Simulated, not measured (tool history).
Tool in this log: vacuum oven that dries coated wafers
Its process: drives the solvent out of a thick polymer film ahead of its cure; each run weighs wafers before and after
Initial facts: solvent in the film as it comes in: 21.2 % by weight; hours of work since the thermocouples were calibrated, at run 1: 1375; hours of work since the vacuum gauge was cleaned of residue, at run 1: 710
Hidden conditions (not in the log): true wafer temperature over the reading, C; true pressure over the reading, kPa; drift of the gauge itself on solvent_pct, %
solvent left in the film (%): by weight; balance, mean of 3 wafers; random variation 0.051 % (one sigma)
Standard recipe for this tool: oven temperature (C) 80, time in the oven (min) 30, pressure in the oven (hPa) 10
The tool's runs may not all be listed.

run     day  oven temperature (C)  time in the oven (min)  pressure in the oven (hPa)  hours of work since the thermocouples were calibrated  hours of work since the vacuum gauge was cleaned of residue  solvent left in the film (%)
  1       0                    80                      30                          10                                                   1375                                                          710                          1.69
  2   0.942                    80                      30                          10                                                   1392                                                          726                          1.69
  3   1.862                    80                      30                          10                                                   1408                                                          742                          1.67
  4   2.696                    80                      49                          10                                                   1423                                                          757                          0.54
  5   3.812                    80                      49                          10                                                   1442                                                          777                          0.52
  6   4.783                    80                      44                          10                                                   1460                                                          794                          0.71
  7   5.567                    80                      30                          10                                                   1473                                                          808                          1.71
  8   6.629                    80                      30                          10                                                   1492                                                          826                           1.7
  9   7.521                    82                      35                        15.7                                                   1508                                                          842                          1.01
      7.642  -- vacuum gauge cleaned of residue and calibrated
 10   8.854                    82                      35                        15.7                                                   1530                                                           21                          1.11
 11    9.65                    94                      30                        16.8                                                   1544                                                           35                          0.25
 12  10.292                    73                      49                        20.5                                                   1556                                                           47                          2.27
 13   10.95                    91                      18                           6                                                   1567                                                           58                          0.83
 14  11.879                    80                      24                         8.1                                                   1584                                                           75                          2.69

Run 15, settings as shown, results not yet in. Your forecast:
     12.029  -- vacuum gauge cleaned of residue and calibrated, once more
 15  13.196                    93                      21                          10                                                   1606                                                           21                             ?

{"run 15": {"solvent left in the film (%)": 0.43}}
If the tool had no hidden condition, the same run with the same run-to-run variation would have returned solvent left in the film (%) 0.26.
